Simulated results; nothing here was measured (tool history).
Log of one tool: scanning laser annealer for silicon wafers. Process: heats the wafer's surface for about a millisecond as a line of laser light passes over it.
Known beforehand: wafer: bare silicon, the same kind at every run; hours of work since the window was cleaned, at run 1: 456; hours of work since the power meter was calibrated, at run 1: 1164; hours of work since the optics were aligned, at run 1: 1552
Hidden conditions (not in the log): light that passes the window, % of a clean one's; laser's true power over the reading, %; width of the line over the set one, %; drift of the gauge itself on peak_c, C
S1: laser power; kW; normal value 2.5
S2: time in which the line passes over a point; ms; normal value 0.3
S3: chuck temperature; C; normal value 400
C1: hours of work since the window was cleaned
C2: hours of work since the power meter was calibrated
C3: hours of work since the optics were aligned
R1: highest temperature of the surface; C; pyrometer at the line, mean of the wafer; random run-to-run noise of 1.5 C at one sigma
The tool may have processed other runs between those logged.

run 1 hour=0 | S1=2.5 S2=0.3 S3=400 | C1=456 C2=1164 C3=1552 | R1=1215
run 2 hour=86.3 | S1=2.5 S2=0.3 S3=400 | C1=496 C2=1205 C3=1592 | R1=1218
run 3 hour=149.9 | S1=2.5 S2=0.3 S3=400 | C1=526 C2=1235 C3=1622 | R1=1217
-- hour=212.3 optics aligned, line set to its width
run 4 hour=231.8 | S1=2.48 S2=0.3 S3=400 | C1=562 C2=1271 C3=9 | R1=1214
run 5 hour=302.3 | S1=2.48 S2=0.3 S3=400 | C1=595 C2=1304 C3=42 | R1=1212
run 6 hour=360.1 | S1=2.48 S2=0.3 S3=400 | C1=622 C2=1331 C3=69 | R1=1214
-- hour=368.8 laser's power meter calibrated
run 7 hour=405.7 | S1=2.48 S2=0.3 S3=400 | C1=642 C2=17 C3=89 | R1=1214
run 8 hour=484.1 | S1=2.48 S2=0.3 S3=400 | C1=678 C2=54 C3=126 | R1=1213
-- hour=516.9 laser's power meter calibrated, once more
run 9 hour=538.9 | S1=2.368 S2=0.3 S3=415 | C1=703 C2=10 C3=150 | R1=1187
run 10 hour=580.6 | S1=2.58 S2=0.234 S3=432 | C1=722 C2=30 C3=169 | R1=1177
run 11 hour=641.9 | S1=2.58 S2=0.234 S3=432 | C1=751 C2=59 C3=198 | R1=1175

Run 12 has not been measured yet. What should we expect?
-- hour=657.8 window over the wafer cleaned
run 12 hour=718.8 | S1=2.677 S2=0.298 S3=396 | C1=29 C2=94 C3=233 | R1=?

Run 12 yielded R1 1286 C.
If the tool had no hidden condition, the same run with the same run-to-run variation would have returned R1 1290 C.

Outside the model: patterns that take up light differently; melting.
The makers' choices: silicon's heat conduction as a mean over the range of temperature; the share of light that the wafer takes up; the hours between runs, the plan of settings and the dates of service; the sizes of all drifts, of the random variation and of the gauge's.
